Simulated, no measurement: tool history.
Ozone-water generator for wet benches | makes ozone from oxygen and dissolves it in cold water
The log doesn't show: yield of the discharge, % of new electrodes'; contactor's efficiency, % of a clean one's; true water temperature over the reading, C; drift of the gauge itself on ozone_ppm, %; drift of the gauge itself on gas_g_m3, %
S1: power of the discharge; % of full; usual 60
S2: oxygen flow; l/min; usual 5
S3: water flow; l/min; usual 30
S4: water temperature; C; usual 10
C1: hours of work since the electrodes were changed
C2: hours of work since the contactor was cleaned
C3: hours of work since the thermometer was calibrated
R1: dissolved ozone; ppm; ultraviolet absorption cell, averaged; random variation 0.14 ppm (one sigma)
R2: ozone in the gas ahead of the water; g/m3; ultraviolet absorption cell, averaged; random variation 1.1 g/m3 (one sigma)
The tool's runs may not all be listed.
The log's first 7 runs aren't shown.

{"run": 8, "hour": 342.1, "S1": 43, "S2": 5, "S3": 30, "S4": 10, "C1": 416, "C2": 5353, "C3": 4672, "R1": 13.2, "R2": 161.4}
{"run": 9, "hour": 392.6, "S1": 43, "S2": 5, "S3": 30, "S4": 10, "C1": 454, "C2": 5391, "C3": 4711, "R1": 13.2, "R2": 162.9}
{"run": 10, "hour": 437.6, "S1": 43, "S2": 5, "S3": 30, "S4": 10, "C1": 488, "C2": 5425, "C3": 4744, "R1": 13.1, "R2": 161.6}
{"run": 11, "hour": 468.1, "S1": 43, "S2": 5, "S3": 30, "S4": 10, "C1": 511, "C2": 5448, "C3": 4767, "R1": 13.4, "R2": 162.1}
{"run": 12, "hour": 529.2, "S1": 60, "S2": 5, "S3": 40, "S4": 10, "C1": 557, "C2": 5494, "C3": 4813, "R1": 12.2, "R2": 196.3}
{"run": 13, "hour": 558.9, "S1": 60, "S2": 5, "S3": 40, "S4": 10, "C1": 579, "C2": 5517, "C3": 4836, "R1": 12.2, "R2": 197.1}
{"run": 14, "hour": 623.0, "S1": 60, "S2": 5, "S3": 40, "S4": 10, "C1": 627, "C2": 5565, "C3": 4884, "R1": 12.3, "R2": 197.9}
{"run": 15, "hour": 686.9, "S1": 60, "S2": 5, "S3": 40, "S4": 10, "C1": 676, "C2": 5613, "C3": 4932, "R1": 12.3, "R2": 198.3}
{"run": 16, "hour": 736.8, "S1": 60, "S2": 5, "S3": 30, "S4": 7, "C1": 713, "C2": 5651, "C3": 4970, "R1": 16.2, "R2": 197.4}
{"run": 17, "hour": 785.6, "S1": 98, "S2": 4.22, "S3": 30, "S4": 10, "C1": 750, "C2": 5687, "C3": 5007, "R1": 20.3, "R2": 284.6}
{"run": 18, "hour": 840.7, "S1": 98, "S2": 4.22, "S3": 30, "S4": 10, "C1": 792, "C2": 5729, "C3": 5048, "R1": 19.8, "R2": 283.1}
{"run": 19, "hour": 896.1, "S1": 60, "S2": 7.45, "S3": 30, "S4": 10, "C1": 833, "C2": 5771, "C3": 5090, "R1": 17.1, "R2": 163.8}
{"hour": 911.1, "done": "gauge calibrated"}
{"run": 20, "hour": 942.0, "S1": 47, "S2": 4.81, "S3": 35, "S4": 10, "C1": 868, "C2": 5805, "C3": 5125, "R1": 11.8, "R2": 173.7}
{"run": 21, "hour": 990.4, "S1": 47, "S2": 4.81, "S3": 35, "S4": 10, "C1": 904, "C2": 5842, "C3": 5161, "R1": 11.9, "R2": 172.2}
{"run": 22, "hour": 1033.9, "S1": 96, "S2": 2.78, "S3": 37, "S4": 16, "C1": 937, "C2": 5875, "C3": 5194, "R1": 13.6, "R2": 338.3}
{"run": 23, "hour": 1062.6, "S1": 71, "S2": 5.94, "S3": 24, "S4": 13, "C1": 959, "C2": 5896, "C3": 5216, "R1": 21, "R2": 196.5}
{"run": 24, "hour": 1106.7, "S1": 43, "S2": 3.07, "S3": 24, "S4": 12, "C1": 992, "C2": 5929, "C3": 5249, "R1": 14, "R2": 207.5}
{"run": 25, "hour": 1153.3, "S1": 43, "S2": 3.07, "S3": 24, "S4": 12, "C1": 1027, "C2": 5965, "C3": 5284, "R1": 14.1, "R2": 203.7}
{"run": 26, "hour": 1203.0, "S1": 43, "S2": 3.07, "S3": 20, "S4": 12, "C1": 1065, "C2": 6002, "C3": 5321, "R1": 16.5, "R2": 207}
{"run": 27, "hour": 1238.4, "S1": 43, "S2": 3.07, "S3": 20, "S4": 12, "C1": 1091, "C2": 6029, "C3": 5348, "R1": 16.6, "R2": 205.3}
{"run": 28, "hour": 1282.4, "S1": 43, "S2": 3.07, "S3": 20, "S4": 12, "C1": 1125, "C2": 6062, "C3": 5381, "R1": 16.6, "R2": 207.4}
{"run": 29, "hour": 1315.5, "S1": 60, "S2": 8.31, "S3": 35, "S4": 12, "C1": 1149, "C2": 6087, "C3": 5406, "R1": 15.4, "R2": 152}
{"hour": 1336.6, "done": "water thermometer calibrated"}
{"run": 30, "hour": 1369.6, "S1": 60, "S2": 2.92, "S3": 19, "S4": 10, "C1": 1190, "C2": 6127, "C3": 25, "R1": 20.7, "R2": 255.4}
{"run": 31, "hour": 1432.9, "S1": 60, "S2": 2.92, "S3": 47, "S4": 10, "C1": 1238, "C2": 6175, "C3": 73, "R1": 8.6, "R2": 253}

Forecast each of these 5 alternatives for the next run:
{"run": "A", "hour": 1486.0, "S1": 60, "S2": 2.92, "S3": 34, "S4": 10, "C1": 1278, "C2": 6215, "C3": 113, "R1": "?", "R2": "?"}
{"run": "B", "hour": 1486.0, "S1": 60, "S2": 6.16, "S3": 21, "S4": 10, "C1": 1278, "C2": 6215, "C3": 113, "R1": "?", "R2": "?"}
{"run": "C", "hour": 1486.0, "S1": 60, "S2": 8.27, "S3": 20, "S4": 10, "C1": 1278, "C2": 6215, "C3": 113, "R1": "?", "R2": "?"}
{"run": "D", "hour": 1486.0, "S1": 62, "S2": 5.04, "S3": 47, "S4": 10, "C1": 1278, "C2": 6215, "C3": 113, "R1": "?", "R2": "?"}
{"run": "E", "hour": 1486.0, "S1": 58, "S2": 5, "S3": 19, "S4": 7, "C1": 1278, "C2": 6215, "C3": 113, "R1": "?", "R2": "?"}

run=A R1=12.3 R2=254.7
run=B R1=21.9 R2=178.3
run=C R1=22.8 R2=152.6
run=D R1=10.7 R2=199.8
run=E R1=23.5 R2=192.9
Without the tool's hidden state the same runs would have given:
run=A R1=12.3 R2=250.1
run=B R1=21.9 R2=175.1
run=C R1=22.8 R2=149.9
run=D R1=10.8 R2=196.2
run=E R1=23.5 R2=189.5
